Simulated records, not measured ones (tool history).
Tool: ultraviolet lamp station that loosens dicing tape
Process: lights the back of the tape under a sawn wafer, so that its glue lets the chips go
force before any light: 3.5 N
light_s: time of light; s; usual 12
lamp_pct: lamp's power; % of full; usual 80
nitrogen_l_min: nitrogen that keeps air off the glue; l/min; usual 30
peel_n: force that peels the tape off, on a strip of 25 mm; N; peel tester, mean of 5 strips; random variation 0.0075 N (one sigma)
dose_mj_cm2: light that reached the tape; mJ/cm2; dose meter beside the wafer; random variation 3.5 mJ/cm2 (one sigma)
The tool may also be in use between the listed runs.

Run 1, hour 0: usual settings. Result: peel_n 0.272 N, dose_mj_cm2 558 mJ/cm2.
Run 2, hour 52: usual settings. Result: peel_n 0.257 N, dose_mj_cm2 564 mJ/cm2.
Run 3, hour 116.5: usual settings. Result: peel_n 0.295 N, dose_mj_cm2 563 mJ/cm2.
Run 4, hour 162.3: usual settings. Result: peel_n 0.276 N, dose_mj_cm2 560 mJ/cm2.
At hour 214.9: window cleaned of glue's vapour.
Run 5, hour 236.4: usual settings. Result: peel_n 0.274 N, dose_mj_cm2 564 mJ/cm2.
Run 6, hour 281.3: usual settings. Result: peel_n 0.274 N, dose_mj_cm2 562 mJ/cm2.
Run 7, hour 352.8: usual settings. Result: peel_n 0.275 N, dose_mj_cm2 564 mJ/cm2.
Run 8, hour 387: usual settings but lamp_pct 71 % of full, nitrogen_l_min 25 l/min. Result: peel_n 0.324 N, dose_mj_cm2 494 mJ/cm2.
Run 9, hour 430.8: usual settings but light_s 14 s, nitrogen_l_min 19 l/min. Result: peel_n 0.27 N, dose_mj_cm2 656 mJ/cm2.

Forecast run 10:
Run 10, hour 515.7: usual settings but light_s 14 s, nitrogen_l_min 10 l/min. Result: peel_n ?, dose_mj_cm2 ?.

Run 10 gave peel_n 0.334 N, dose_mj_cm2 650 mJ/cm2.
Without the tool's hidden state the same run would have given peel_n 0.333 N, dose_mj_cm2 652 mJ/cm2.

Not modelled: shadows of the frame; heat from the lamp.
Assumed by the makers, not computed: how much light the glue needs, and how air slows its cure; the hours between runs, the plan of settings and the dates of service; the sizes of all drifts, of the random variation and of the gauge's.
